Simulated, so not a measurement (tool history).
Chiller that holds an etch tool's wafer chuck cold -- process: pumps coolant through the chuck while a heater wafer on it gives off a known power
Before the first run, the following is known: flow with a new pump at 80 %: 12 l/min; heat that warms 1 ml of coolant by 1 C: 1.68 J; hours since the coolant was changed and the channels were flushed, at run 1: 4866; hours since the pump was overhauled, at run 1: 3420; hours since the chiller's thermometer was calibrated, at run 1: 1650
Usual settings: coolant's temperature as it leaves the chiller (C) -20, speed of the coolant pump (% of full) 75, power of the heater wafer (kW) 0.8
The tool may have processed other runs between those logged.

run,hour,coolant's temperature as it leaves the chiller (C),speed of the coolant pump (% of full),power of the heater wafer (kW),hours since the coolant was changed and the channels were flushed,hours since the pump was overhauled,hours since the chiller's thermometer was calibrated,chuck's temperature once it has settled (C),how much warmer the coolant comes back (C)
1,0,-20,75,0.8,4866,3420,1650,-12.1,2.55
2,117.7,-20,75,0.8,4983,3538,1768,-11.9,2.58
3,214.3,-20,75,0.652,5080,3634,1865,-13.4,2.08
# hour 374.2: coolant changed, channels flushed
4,374.2,-19,75,0.8,0,3788,2019,-11,2.58
5,515.8,-19,75,0.8,142,3930,2160,-10.9,2.57
6,604.5,-19,75,0.8,230,4019,2249,-10.9,2.56
7,685.4,-19,75,0.8,311,4099,2330,-10.9,2.6
8,759.1,-15,75,0.8,385,4173,2403,-6.9,2.55
9,935.9,-15,75,0.8,562,4350,2580,-6.9,2.55
10,1024.6,-23,75,0.8,650,4439,2669,-14.8,2.57
11,1100.8,-23,75,0.8,727,4515,2745,-14.9,2.55
12,1224.3,-23,75,0.8,850,4638,2869,-14.9,2.57
13,1305.8,-23,75,0.8,932,4720,2950,-14.9,2.57
14,1479.8,-19,65,0.773,1106,4894,3124,-10.4,2.91
15,1639.6,-19,75,1.169,1265,5054,3284,-7.2,3.76
16,1816.3,-20,75,1.011,1442,5230,3461,-10,3.26
17,1941.1,-20,76,0.789,1567,5355,3585,-12.3,2.51
18,2088.4,-20,76,0.789,1714,5502,3733,-12.1,2.49
19,2190.6,-20,76,0.789,1816,5605,3835,-12,2.53
20,2338.8,-20,76,0.789,1965,5753,3983,-12.2,2.49
# hour 2457: chiller's thermometer calibrated
21,2509.7,-18,80,0.8,2134,5923,53,-10.2,2.37

Predict each of these 3 candidate next runs independently; none follows another, all start after run 21:
A,2582.4,-20,75,0.57,2207,5995,125,?,?
B,2582.4,-14,80,0.458,2207,5995,125,?,?
C,2582.4,-23,80,0.482,2207,5995,125,?,?

run,chuck's temperature once it has settled (C),how much warmer the coolant comes back (C)
A,-14.4,1.86
B,-9.6,1.37
C,-18.6,1.45
Without the tool's hidden state the same runs would have given:
run,chuck's temperature once it has settled (C),how much warmer the coolant comes back (C)
A,-14.4,1.86
B,-9.7,1.37
C,-18.6,1.45
